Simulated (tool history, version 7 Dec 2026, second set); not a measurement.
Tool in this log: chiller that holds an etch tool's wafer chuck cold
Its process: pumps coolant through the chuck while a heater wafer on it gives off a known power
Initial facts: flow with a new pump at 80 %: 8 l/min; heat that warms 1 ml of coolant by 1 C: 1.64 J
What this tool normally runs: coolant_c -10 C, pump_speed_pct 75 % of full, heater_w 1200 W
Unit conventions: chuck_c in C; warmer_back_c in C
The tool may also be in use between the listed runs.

run 1 hour=0.0 | coolant_c=-10 pump_speed_pct=75 heater_w=1200 | chuck_c=-0.6 warmer_back_c=5.90
run 2 hour=37.3 | coolant_c=-12 pump_speed_pct=75 heater_w=1200 | chuck_c=-2.7 warmer_back_c=5.91
run 3 hour=94.4 | coolant_c=-10 pump_speed_pct=75 heater_w=641 | chuck_c=-5.1 warmer_back_c=3.16
run 4 hour=161.2 | coolant_c=-10 pump_speed_pct=84 heater_w=1200 | chuck_c=-1.4 warmer_back_c=5.16
run 5 hour=235.3 | coolant_c=-10 pump_speed_pct=84 heater_w=1200 | chuck_c=-1.4 warmer_back_c=5.19
run 6 hour=292.7 | coolant_c=-10 pump_speed_pct=84 heater_w=1200 | chuck_c=-1.5 warmer_back_c=5.17
run 7 hour=346.3 | coolant_c=-10 pump_speed_pct=84 heater_w=1200 | chuck_c=-1.4 warmer_back_c=5.27
run 8 hour=416.4 | coolant_c=-10 pump_speed_pct=75 heater_w=1200 | chuck_c=-0.8 warmer_back_c=5.92
run 9 hour=461.6 | coolant_c=-10 pump_speed_pct=75 heater_w=1200 | chuck_c=-0.7 warmer_back_c=5.86
run 10 hour=500.1 | coolant_c=-10 pump_speed_pct=75 heater_w=1200 | chuck_c=-0.7 warmer_back_c=5.85
run 11 hour=583.9 | coolant_c=-10 pump_speed_pct=61 heater_w=1200 | chuck_c=1.0 warmer_back_c=7.30
run 12 hour=666.0 | coolant_c=-10 pump_speed_pct=61 heater_w=1200 | chuck_c=0.8 warmer_back_c=7.26
run 13 hour=738.6 | coolant_c=-10 pump_speed_pct=61 heater_w=1200 | chuck_c=0.8 warmer_back_c=7.28
run 14 hour=803.2 | coolant_c=-17 pump_speed_pct=75 heater_w=1200 | chuck_c=-7.7 warmer_back_c=5.92
run 15 hour=851.8 | coolant_c=-10 pump_speed_pct=75 heater_w=1200 | chuck_c=-0.8 warmer_back_c=5.93
run 16 hour=906.2 | coolant_c=-10 pump_speed_pct=75 heater_w=1200 | chuck_c=-0.5 warmer_back_c=5.91
run 17 hour=976.7 | coolant_c=-10 pump_speed_pct=75 heater_w=1200 | chuck_c=-0.8 warmer_back_c=5.96
-- hour=1013.8 chiller's thermometer calibrated
run 18 hour=1039.5 | coolant_c=-9 pump_speed_pct=64 heater_w=1177 | chuck_c=1.3 warmer_back_c=6.82
run 19 hour=1127.1 | coolant_c=-9 pump_speed_pct=64 heater_w=1177 | chuck_c=1.3 warmer_back_c=6.81
run 20 hour=1171.3 | coolant_c=-9 pump_speed_pct=64 heater_w=1177 | chuck_c=1.3 warmer_back_c=6.79
run 21 hour=1224.1 | coolant_c=-17 pump_speed_pct=93 heater_w=1200 | chuck_c=-9.1 warmer_back_c=4.75

What will run 22 give?
run 22 hour=1278.9 | coolant_c=-17 pump_speed_pct=93 heater_w=1200 | chuck_c=? warmer_back_c=?

{"run 22": {"chuck_c": -9.1, "warmer_back_c": 4.68}}
The same run, on a tool lacking any hidden state, would have yielded chuck_c -9.1 C, warmer_back_c 4.68 C.
